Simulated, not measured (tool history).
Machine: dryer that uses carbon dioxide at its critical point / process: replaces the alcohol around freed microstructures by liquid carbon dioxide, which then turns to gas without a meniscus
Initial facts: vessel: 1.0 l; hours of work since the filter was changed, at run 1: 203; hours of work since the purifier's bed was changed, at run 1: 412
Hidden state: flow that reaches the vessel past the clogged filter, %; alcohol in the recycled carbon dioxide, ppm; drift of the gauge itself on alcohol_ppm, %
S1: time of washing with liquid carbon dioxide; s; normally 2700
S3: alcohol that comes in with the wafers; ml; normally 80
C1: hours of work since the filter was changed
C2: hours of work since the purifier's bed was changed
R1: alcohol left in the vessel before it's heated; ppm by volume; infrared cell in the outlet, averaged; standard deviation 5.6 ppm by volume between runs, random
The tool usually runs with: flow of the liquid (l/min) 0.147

Run 1, hour 0.0: usual settings; C1 203; C2 412. Result: R1 366 ppm by volume.
Run 2, hour 19.0: usual settings but S3 36 ml; C1 213; C2 422. Result: R1 238 ppm by volume.
Run 3, hour 31.1: usual settings; C1 219; C2 428. Result: R1 363 ppm by volume.
Run 4, hour 47.1: usual settings; C1 228; C2 437. Result: R1 363 ppm by volume.
Run 5, hour 60.1: usual settings but S3 47 ml; C1 234; C2 443. Result: R1 279 ppm by volume.
Run 6, hour 71.6: usual settings but S3 47 ml; C1 240; C2 449. Result: R1 279 ppm by volume.
Run 7, hour 81.0: usual settings but S1 2040 s; C1 245; C2 454. Result: R1 1197 ppm by volume.
Run 8, hour 96.3: usual settings but S1 2040 s; C1 253; C2 462. Result: R1 1227 ppm by volume.
Run 9, hour 109.7: usual settings but S1 2040 s; C1 260; C2 469. Result: R1 1208 ppm by volume.
Run 10, hour 121.4: usual settings but S1 2040 s; C1 266; C2 475. Result: R1 1205 ppm by volume.
Run 11, hour 132.6: usual settings but S1 2040 s; C1 272; C2 481. Result: R1 1267 ppm by volume.
Run 12, hour 148.3: usual settings but S1 2040 s; C1 280; C2 489. Result: R1 1262 ppm by volume.
Run 13, hour 161.6: usual settings but S3 93 ml; C1 287; C2 496. Result: R1 484 ppm by volume.
Run 14, hour 176.0: usual settings but S3 93 ml; C1 295; C2 504. Result: R1 480 ppm by volume.
Run 15, hour 187.2: usual settings but S3 70 ml; C1 301; C2 510. Result: R1 398 ppm by volume.
Run 16, hour 198.2: usual settings but S3 70 ml; C1 307; C2 515. Result: R1 407 ppm by volume.
Run 17, hour 206.4: usual settings but S3 70 ml; C1 311; C2 520. Result: R1 395 ppm by volume.
Run 18, hour 218.6: usual settings; C1 317; C2 526. Result: R1 456 ppm by volume.
Run 19, hour 234.7: usual settings but S3 41 ml; C1 326; C2 534. Result: R1 292 ppm by volume.
Run 20, hour 243.7: usual settings but flow of the liquid (l/min) 0.250, S3 41 ml; C1 330; C2 539. Result: R1 154 ppm by volume.
Run 21, hour 252.5: usual settings; C1 335; C2 544. Result: R1 478 ppm by volume.
Run 22, hour 263.9: usual settings; C1 341; C2 550. Result: R1 476 ppm by volume.
Run 23, hour 273.0: usual settings; C1 346; C2 554. Result: R1 482 ppm by volume.
Run 24, hour 289.8: usual settings; C1 354; C2 563. Result: R1 463 ppm by volume.
Run 25, hour 302.9: usual settings but S1 2940 s, flow of the liquid (l/min) 0.201, S3 32 ml; C1 361; C2 570. Result: R1 172 ppm by volume.
Run 26, hour 316.3: usual settings but S1 2940 s, flow of the liquid (l/min) 0.201, S3 32 ml; C1 368; C2 577. Result: R1 168 ppm by volume.
Run 27, hour 329.6: usual settings but S1 1920 s, S3 97 ml; C1 375; C2 584. Result: R1 2157 ppm by volume.
Run 28, hour 340.0: usual settings but S3 26 ml; C1 381; C2 590. Result: R1 279 ppm by volume.
Run 29, hour 350.7: usual settings but S3 26 ml; C1 386; C2 595. Result: R1 269 ppm by volume.
Run 30, hour 361.2: usual settings but S3 26 ml; C1 392; C2 601. Result: R1 278 ppm by volume.
Run 31, hour 375.8: usual settings but S1 3660 s, flow of the liquid (l/min) 0.224; C1 399; C2 608. Result: R1 172 ppm by volume.
Run 32, hour 385.6: usual settings but S1 2520 s, flow of the liquid (l/min) 0.093, S3 55 ml; C1 404; C2 613. Result: R1 2287 ppm by volume.
Run 33, hour 403.1: usual settings but S1 2520 s, flow of the liquid (l/min) 0.093, S3 55 ml; C1 414; C2 622. Result: R1 2334 ppm by volume.
Run 34, hour 411.7: usual settings but S1 3240 s, flow of the liquid (l/min) 0.093, S3 21 ml; C1 418; C2 627. Result: R1 499 ppm by volume.
Run 35, hour 423.4: usual settings but flow of the liquid (l/min) 0.102, S3 44 ml; C1 424; C2 633. Result: R1 1186 ppm by volume.
Run 36, hour 440.1: usual settings but S1 1620 s, flow of the liquid (l/min) 0.231; C1 433; C2 642. Result: R1 699 ppm by volume.
At hour 445.0: inlet filter changed.
Run 37, hour 457.6: usual settings but S1 3360 s, flow of the liquid (l/min) 0.090, S3 36 ml; C1 7; C2 650. Result: R1 490 ppm by volume.
Run 38, hour 476.6: usual settings but S1 3360 s, flow of the liquid (l/min) 0.102, S3 22 ml; C1 17; C2 660. Result: R1 282 ppm by volume.
Run 39, hour 490.6: usual settings but S1 3420 s, flow of the liquid (l/min) 0.216, S3 23 ml; C1 24; C2 668. Result: R1 192 ppm by volume.
Run 40, hour 503.7: usual settings but S1 3420 s, flow of the liquid (l/min) 0.216, S3 23 ml; C1 31; C2 675. Result: R1 182 ppm by volume.
Run 41, hour 512.0: usual settings but S1 1800 s, S3 33 ml; C1 35; C2 679. Result: R1 755 ppm by volume.
Run 42, hour 528.4: usual settings but S1 3960 s, flow of the liquid (l/min) 0.155, S3 21 ml; C1 44; C2 687. Result: R1 185 ppm by volume.
Run 43, hour 548.1: usual settings but S1 3960 s, flow of the liquid (l/min) 0.155, S3 21 ml; C1 54; C2 698. Result: R1 186 ppm by volume.
Run 44, hour 562.6: usual settings but S1 1860 s, flow of the liquid (l/min) 0.175, S3 61 ml; C1 61; C2 705. Result: R1 657 ppm by volume.
Run 45, hour 576.6: usual settings but S1 2040 s, flow of the liquid (l/min) 0.159, S3 82 ml; C1 69; C2 713. Result: R1 819 ppm by volume.
Run 46, hour 592.4: usual settings but S1 2040 s, flow of the liquid (l/min) 0.159, S3 82 ml; C1 77; C2 721. Result: R1 797 ppm by volume.

Below are 3 alternative next runs, each starting from the tool's condition after run 46. Predict each:
Run A, hour 606.3: usual settings but S1 3780 s, flow of the liquid (l/min) 0.100, S3 31 ml; C1 84; C2 728. Result: R1 ?.
Run B, hour 606.3: usual settings but S1 4020 s, flow of the liquid (l/min) 0.185, S3 25 ml; C1 84; C2 728. Result: R1 ?.
Run C, hour 606.3: usual settings but S1 1800 s, flow of the liquid (l/min) 0.112, S3 66 ml; C1 84; C2 728. Result: R1 ?.

run    R1
  A   296
  B   191
  C  3276
Without the tool's hidden state the same runs would have given:
run    R1
  A    85
  B     0
  C  2773

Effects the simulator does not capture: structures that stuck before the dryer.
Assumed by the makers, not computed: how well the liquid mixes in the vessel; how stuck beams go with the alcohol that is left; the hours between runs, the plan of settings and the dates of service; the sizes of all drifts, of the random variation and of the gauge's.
